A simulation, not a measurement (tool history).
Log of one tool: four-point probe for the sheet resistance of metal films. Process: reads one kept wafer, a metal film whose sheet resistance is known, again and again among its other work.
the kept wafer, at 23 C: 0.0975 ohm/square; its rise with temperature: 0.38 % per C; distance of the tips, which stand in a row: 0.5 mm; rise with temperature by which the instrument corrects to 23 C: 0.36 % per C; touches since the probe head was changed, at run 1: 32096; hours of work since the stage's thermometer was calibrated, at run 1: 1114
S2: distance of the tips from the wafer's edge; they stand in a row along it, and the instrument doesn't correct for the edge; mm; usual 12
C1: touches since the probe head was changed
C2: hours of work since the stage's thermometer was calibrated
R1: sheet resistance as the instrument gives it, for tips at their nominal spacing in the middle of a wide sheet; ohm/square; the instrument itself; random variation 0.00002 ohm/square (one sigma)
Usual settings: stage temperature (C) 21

Run 1, hour 0.0: usual settings; C1 32096; C2 1114. Result: R1 0.097989 ohm/square.
Run 2, hour 15.1: usual settings; C1 32629; C2 1122. Result: R1 0.098010 ohm/square.
Run 3, hour 28.6: usual settings but stage temperature (C) 24; C1 33103; C2 1128. Result: R1 0.098071 ohm/square.
Run 4, hour 51.0: usual settings but stage temperature (C) 19; C1 33894; C2 1139. Result: R1 0.097939 ohm/square.
Run 5, hour 77.6: usual settings but stage temperature (C) 33; C1 34829; C2 1152. Result: R1 0.098293 ohm/square.
Run 6, hour 107.1: usual settings but stage temperature (C) 18; C1 35868; C2 1167. Result: R1 0.097919 ohm/square.
Run 7, hour 121.4: usual settings but stage temperature (C) 18, S2 23 mm; C1 36375; C2 1174. Result: R1 0.097883 ohm/square.
Run 8, hour 136.4: usual settings but stage temperature (C) 35; C1 36902; C2 1181. Result: R1 0.098380 ohm/square.
Run 9, hour 157.6: usual settings; C1 37649; C2 1192. Result: R1 0.098029 ohm/square.
Run 10, hour 179.2: usual settings but stage temperature (C) 25; C1 38410; C2 1202. Result: R1 0.098125 ohm/square.
Run 11, hour 193.6: usual settings but stage temperature (C) 20, S2 25 mm; C1 38916; C2 1209. Result: R1 0.097945 ohm/square.
Run 12, hour 206.6: usual settings but stage temperature (C) 29; C1 39377; C2 1216. Result: R1 0.098215 ohm/square.
Run 13, hour 224.3: usual settings but stage temperature (C) 29; C1 40000; C2 1225. Result: R1 0.098293 ohm/square.
At hour 227.3: stage's thermometer calibrated.
Run 14, hour 244.0: usual settings but S2 22 mm; C1 40674; C2 8. Result: R1 0.098021 ohm/square.
Run 15, hour 262.6: usual settings but stage temperature (C) 18, S2 35 mm; C1 41329; C2 17. Result: R1 0.097929 ohm/square.

Run 16 comes next. What will it give?
Run 16, hour 286.7: usual settings but stage temperature (C) 18, S2 35 mm; C1 42181; C2 29. Result: R1 ?.

{"run 16": {"R1": 0.097989}}
Without the tool's hidden state the same run would have given R1 0.097400 ohm/square.
